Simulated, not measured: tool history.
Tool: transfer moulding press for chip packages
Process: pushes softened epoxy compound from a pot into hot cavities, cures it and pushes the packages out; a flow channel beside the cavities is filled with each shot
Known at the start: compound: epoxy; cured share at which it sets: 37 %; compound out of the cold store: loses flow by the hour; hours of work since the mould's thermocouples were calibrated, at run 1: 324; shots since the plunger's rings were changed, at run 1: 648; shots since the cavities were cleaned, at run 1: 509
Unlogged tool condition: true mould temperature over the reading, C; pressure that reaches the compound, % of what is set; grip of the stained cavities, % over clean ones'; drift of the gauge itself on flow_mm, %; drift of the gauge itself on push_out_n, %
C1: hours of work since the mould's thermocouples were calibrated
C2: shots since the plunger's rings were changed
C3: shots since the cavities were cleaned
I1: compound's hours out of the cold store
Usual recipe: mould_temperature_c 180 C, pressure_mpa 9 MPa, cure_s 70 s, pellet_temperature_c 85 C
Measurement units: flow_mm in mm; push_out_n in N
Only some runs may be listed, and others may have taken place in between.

run 1 hour=0 | mould_temperature_c=180 pressure_mpa=9 cure_s=70 pellet_temperature_c=85 | C1=324 C2=648 C3=509 | I1=28.2 | flow_mm=737 push_out_n=405
-- hour=5.5 cavities cleaned with cleaning compound and waxed
run 2 hour=15.5 | mould_temperature_c=180 pressure_mpa=9 cure_s=70 pellet_temperature_c=85 | C1=333 C2=846 C3=141 | I1=36.6 | flow_mm=709 push_out_n=454
run 3 hour=27.4 | mould_temperature_c=180 pressure_mpa=9 cure_s=70 pellet_temperature_c=85 | C1=341 C2=1013 C3=308 | I1=39.7 | flow_mm=695 push_out_n=480
run 4 hour=36.7 | mould_temperature_c=180 pressure_mpa=6.98 cure_s=70 pellet_temperature_c=85 | C1=347 C2=1143 C3=438 | I1=39 | flow_mm=614 push_out_n=477
-- hour=47.3 cavities cleaned with cleaning compound and waxed
run 5 hour=47.7 | mould_temperature_c=180 pressure_mpa=8.83 cure_s=70 pellet_temperature_c=85 | C1=354 C2=1276 C3=5 | I1=26.3 | flow_mm=728 push_out_n=280
run 6 hour=67.1 | mould_temperature_c=180 pressure_mpa=8.83 cure_s=70 pellet_temperature_c=85 | C1=367 C2=1549 C3=278 | I1=32.3 | flow_mm=710 push_out_n=359
run 7 hour=76.9 | mould_temperature_c=180 pressure_mpa=9 cure_s=70 pellet_temperature_c=85 | C1=373 C2=1687 C3=416 | I1=16.6 | flow_mm=769 push_out_n=413
-- hour=89.2 cavities cleaned with cleaning compound and waxed
run 8 hour=97.5 | mould_temperature_c=180 pressure_mpa=9 cure_s=70 pellet_temperature_c=85 | C1=386 C2=1956 C3=117 | I1=22.7 | flow_mm=747 push_out_n=355
-- hour=103.7 cavities cleaned with cleaning compound and waxed, once more
run 9 hour=111.7 | mould_temperature_c=180 pressure_mpa=9 cure_s=70 pellet_temperature_c=85 | C1=394 C2=2135 C3=113 | I1=36.7 | flow_mm=700 push_out_n=320
run 10 hour=123.1 | mould_temperature_c=180 pressure_mpa=9 cure_s=70 pellet_temperature_c=85 | C1=402 C2=2295 C3=273 | I1=39.6 | flow_mm=690 push_out_n=343
run 11 hour=141.3 | mould_temperature_c=177 pressure_mpa=9 cure_s=70 pellet_temperature_c=85 | C1=414 C2=2550 C3=528 | I1=47.9 | flow_mm=672 push_out_n=463
-- hour=144.9 cavities cleaned with cleaning compound and waxed
run 12 hour=156.8 | mould_temperature_c=180 pressure_mpa=9 cure_s=70 pellet_temperature_c=85 | C1=423 C2=2748 C3=169 | I1=41.6 | flow_mm=683 push_out_n=332
run 13 hour=166.1 | mould_temperature_c=180 pressure_mpa=9 cure_s=70 pellet_temperature_c=85 | C1=429 C2=2878 C3=299 | I1=21.5 | flow_mm=742 push_out_n=381
run 14 hour=183.6 | mould_temperature_c=180 pressure_mpa=9 cure_s=70 pellet_temperature_c=85 | C1=441 C2=3124 C3=545 | I1=45 | flow_mm=670 push_out_n=379
-- hour=187 cavities cleaned with cleaning compound and waxed
run 15 hour=199 | mould_temperature_c=180 pressure_mpa=9 cure_s=70 pellet_temperature_c=85 | C1=450 C2=3320 C3=170 | I1=31.4 | flow_mm=711 push_out_n=348
run 16 hour=216.7 | mould_temperature_c=176 pressure_mpa=9 cure_s=86 pellet_temperature_c=79 | C1=462 C2=3568 C3=418 | I1=41.3 | flow_mm=691 push_out_n=309
-- hour=228.7 cavities cleaned with cleaning compound and waxed
run 17 hour=231.6 | mould_temperature_c=176 pressure_mpa=9 cure_s=86 pellet_temperature_c=79 | C1=471 C2=3756 C3=40 | I1=28.3 | flow_mm=731 push_out_n=248
run 18 hour=244.2 | mould_temperature_c=176 pressure_mpa=9 cure_s=86 pellet_temperature_c=79 | C1=479 C2=3934 C3=218 | I1=13.3 | flow_mm=781 push_out_n=303
-- hour=263.9 plunger's sealing rings changed
run 19 hour=263.9 | mould_temperature_c=182 pressure_mpa=9.02 cure_s=72 pellet_temperature_c=79 | C1=491 C2=0 C3=459 | I1=46.7 | flow_mm=679 push_out_n=315
-- hour=273.2 cavities cleaned with cleaning compound and waxed
run 20 hour=278.3 | mould_temperature_c=182 pressure_mpa=7 cure_s=72 pellet_temperature_c=79 | C1=499 C2=182 C3=72 | I1=13 | flow_mm=692 push_out_n=282
-- hour=294.4 mould's thermocouples calibrated
run 21 hour=300.9 | mould_temperature_c=177 pressure_mpa=10.37 cure_s=54 pellet_temperature_c=86 | C1=4 C2=472 C3=362 | I1=21.5 | flow_mm=820 push_out_n=827
run 22 hour=310.4 | mould_temperature_c=177 pressure_mpa=10.37 cure_s=54 pellet_temperature_c=86 | C1=11 C2=605 C3=495 | I1=39.8 | flow_mm=759 push_out_n=811
-- hour=317.1 cavities cleaned with cleaning compound and waxed
run 23 hour=330.8 | mould_temperature_c=188 pressure_mpa=9.61 cure_s=56 pellet_temperature_c=86 | C1=23 C2=870 C3=193 | I1=45.5 | flow_mm=682 push_out_n=343
run 24 hour=343.7 | mould_temperature_c=188 pressure_mpa=9.61 cure_s=56 pellet_temperature_c=86 | C1=32 C2=1052 C3=375 | I1=36.5 | flow_mm=707 push_out_n=402
-- hour=358.4 cavities cleaned with cleaning compound and waxed
run 25 hour=358.4 | mould_temperature_c=175 pressure_mpa=6.97 cure_s=70 pellet_temperature_c=81 | C1=40 C2=1238 C3=0 | I1=25.8 | flow_mm=666 push_out_n=431
run 26 hour=367.2 | mould_temperature_c=176 pressure_mpa=8.24 cure_s=100 pellet_temperature_c=86 | C1=46 C2=1362 C3=124 | I1=41.2 | flow_mm=671 push_out_n=198
run 27 hour=376.1 | mould_temperature_c=180 pressure_mpa=9 cure_s=67 pellet_temperature_c=85 | C1=52 C2=1487 C3=249 | I1=25 | flow_mm=737 push_out_n=411

Hidden condition of the tool, last listed run before each entry between runs versus first listed run after:
Run 1 -> run 2: cavities cleaned with cleaning compound and waxed (hour 5.5)
  true mould temperature over the reading, C: -0.17 -> -0.18; pressure that reaches the compound, % of what is set: 98.63 -> 98.35; grip of the stained cavities, % over clean ones': 42 -> 70.2
  difference, measured minus the result without the unlogged condition, flow_mm: -5 -> -6 mm; push_out_n: +124 -> +192 N
Run 4 -> run 5: cavities cleaned with cleaning compound and waxed (hour 47.3)
  true mould temperature over the reading, C: -0.19 -> -0.2; pressure that reaches the compound, % of what is set: 97.97 -> 97.76; grip of the stained cavities, % over clean ones': 76.9 -> 1.4
  difference, measured minus the result without the unlogged condition, flow_mm: -5 -> -8 mm; push_out_n: +214 -> +7 N
Run 7 -> run 8: cavities cleaned with cleaning compound and waxed (hour 89.2)
  true mould temperature over the reading, C: -0.22 -> -0.23; pressure that reaches the compound, % of what is set: 97.23 -> 96.81; grip of the stained cavities, % over clean ones': 35.3 -> 13
  difference, measured minus the result without the unlogged condition, flow_mm: -10 -> -11 mm; push_out_n: +113 -> +45 N
Run 8 -> run 9: cavities cleaned with cleaning compound and waxed, once more (hour 103.7)
  true mould temperature over the reading, C: -0.23 -> -0.24; pressure that reaches the compound, % of what is set: 96.81 -> 96.56; grip of the stained cavities, % over clean ones': 13 -> 11.3
  difference, measured minus the result without the unlogged condition, flow_mm: -11 -> -12 mm; push_out_n: +45 -> +37 N
Run 11 -> run 12: cavities cleaned with cleaning compound and waxed (hour 144.9)
  true mould temperature over the reading, C: -0.27 -> -0.28; pressure that reaches the compound, % of what is set: 95.96 -> 95.68; grip of the stained cavities, % over clean ones': 41.5 -> 17.4
  difference, measured minus the result without the unlogged condition, flow_mm: -13 -> -15 mm; push_out_n: +141 -> +53 N
Run 14 -> run 15: cavities cleaned with cleaning compound and waxed (hour 187)
  true mould temperature over the reading, C: -0.3 -> -0.31; pressure that reaches the compound, % of what is set: 95.15 -> 94.87; grip of the stained cavities, % over clean ones': 43.9 -> 18.3
  difference, measured minus the result without the unlogged condition, flow_mm: -16 -> -18 mm; push_out_n: +121 -> +61 N
Run 16 -> run 17: cavities cleaned with cleaning compound and waxed (hour 228.7)
  true mould temperature over the reading, C: -0.32 -> -0.33; pressure that reaches the compound, % of what is set: 94.52 -> 94.28; grip of the stained cavities, % over clean ones': 37.7 -> 5.8
  difference, measured minus the result without the unlogged condition, flow_mm: -18 -> -20 mm; push_out_n: +88 -> +18 N
Run 18 -> run 19: plunger's sealing rings changed (hour 263.9)
  true mould temperature over the reading, C: -0.34 -> -0.35; pressure that reaches the compound, % of what is set: 94.03 -> 99.83; grip of the stained cavities, % over clean ones': 22.2 -> 39.9
  difference, measured minus the result without the unlogged condition, flow_mm: -23 -> +0 mm; push_out_n: +61 -> +94 N
Run 19 -> run 20: cavities cleaned with cleaning compound and waxed (hour 273.2)
  true mould temperature over the reading, C: -0.35 -> -0.36; pressure that reaches the compound, % of what is set: 99.83 -> 99.58; grip of the stained cavities, % over clean ones': 39.9 -> 8
  difference, measured minus the result without the unlogged condition, flow_mm: +0 -> -1 mm; push_out_n: +94 -> +27 N
Run 20 -> run 21: mould's thermocouples calibrated (hour 294.4)
  true mould temperature over the reading, C: -0.36 -> 0.08; pressure that reaches the compound, % of what is set: 99.58 -> 99.14; grip of the stained cavities, % over clean ones': 8 -> 32
  difference, measured minus the result without the unlogged condition, flow_mm: -1 -> -3 mm; push_out_n: +27 -> +198 N
Run 22 -> run 23: cavities cleaned with cleaning compound and waxed (hour 317.1)
  true mould temperature over the reading, C: 0.07 -> 0.06; pressure that reaches the compound, % of what is set: 98.96 -> 98.57; grip of the stained cavities, % over clean ones': 39.9 -> 19.2
  difference, measured minus the result without the unlogged condition, flow_mm: -4 -> -5 mm; push_out_n: +231 -> +54 N
Run 24 -> run 25: cavities cleaned with cleaning compound and waxed (hour 358.4)
  true mould temperature over the reading, C: 0.05 -> 0.04; pressure that reaches the compound, % of what is set: 98.31 -> 98.08; grip of the stained cavities, % over clean ones': 33.3 -> 1.2
  difference, measured minus the result without the unlogged condition, flow_mm: -6 -> -6 mm; push_out_n: +100 -> +4 N
